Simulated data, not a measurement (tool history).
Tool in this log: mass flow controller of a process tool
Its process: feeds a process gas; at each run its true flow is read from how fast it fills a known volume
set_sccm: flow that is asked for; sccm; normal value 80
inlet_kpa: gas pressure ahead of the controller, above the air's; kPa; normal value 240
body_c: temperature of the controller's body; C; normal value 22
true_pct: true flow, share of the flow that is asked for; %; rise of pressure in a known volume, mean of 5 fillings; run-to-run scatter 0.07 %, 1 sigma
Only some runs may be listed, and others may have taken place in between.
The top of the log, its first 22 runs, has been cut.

run    hour  set_sccm  inlet_kpa  body_c  hours of work since the controller was set to zero  hours of work since the controller was changed  true_pct
 23  3523.3        49        240      22                                                4103                                            4103     99.89
 24  3670.7        44        240      38                                                4171                                            4171    101.21
 25  3809.1        44        240      38                                                4234                                            4234    101.22
 26  3957.2        44        240      38                                                4301                                            4301    101.37
 27  4068.5        29        185      22                                                4352                                            4352    100.13
 28    4294        19        269      22                                                4455                                            4455     99.69
 29  4489.1        37        239      30                                                4544                                            4544    100.63
 30  4646.4        53        239      30                                                4616                                            4616       101
 31  4827.8        53        239      30                                                4698                                            4698    101.01
 32  4974.3        78        195      22                                                4765                                            4765    101.02
 33  5146.8        80        234      40                                                4844                                            4844    102.46
 34  5357.2        11        202      34                                                4940                                            4940    101.14
 35  5460.9        11        202      34                                                4987                                            4987    101.33
 36  5633.1        80        254      36                                                5066                                            5066    102.07
 37    5776        80        212      38                                                5131                                            5131    102.74
     5823.3  -- gauge calibrated
 38  5874.1        11        256      38                                                5176                                            5176     99.57
 39  6000.8        11        256      38                                                5233                                            5233     99.54
 40  6152.6        11        256      37                                                5303                                            5303     99.64
 41  6382.6        11        256      37                                                5408                                            5408     99.65
 42  6599.1        11        256      37                                                5506                                            5506     99.65
 43  6765.4        10        244      22                                                5582                                            5582     98.49

Branching from run 43: 5 alternative next runs. What would each branch give?
  A  6874.4        45        204      28                                                5632                                            5632         ?
  B  6874.4        16        244      28                                                5632                                            5632         ?
  C  6874.4        80        203      31                                                5632                                            5632         ?
  D  6874.4        52        244      22                                                5632                                            5632         ?
  E  6874.4        10        161      22                                                5632                                            5632         ?

run  true_pct
  A     99.75
  B     99.15
  C    100.55
  D     99.04
  E     99.09
What these runs would have given with no unlogged condition in the tool:
run  true_pct
  A     99.41
  B     98.81
  C    100.21
  D      98.7
  E     98.74
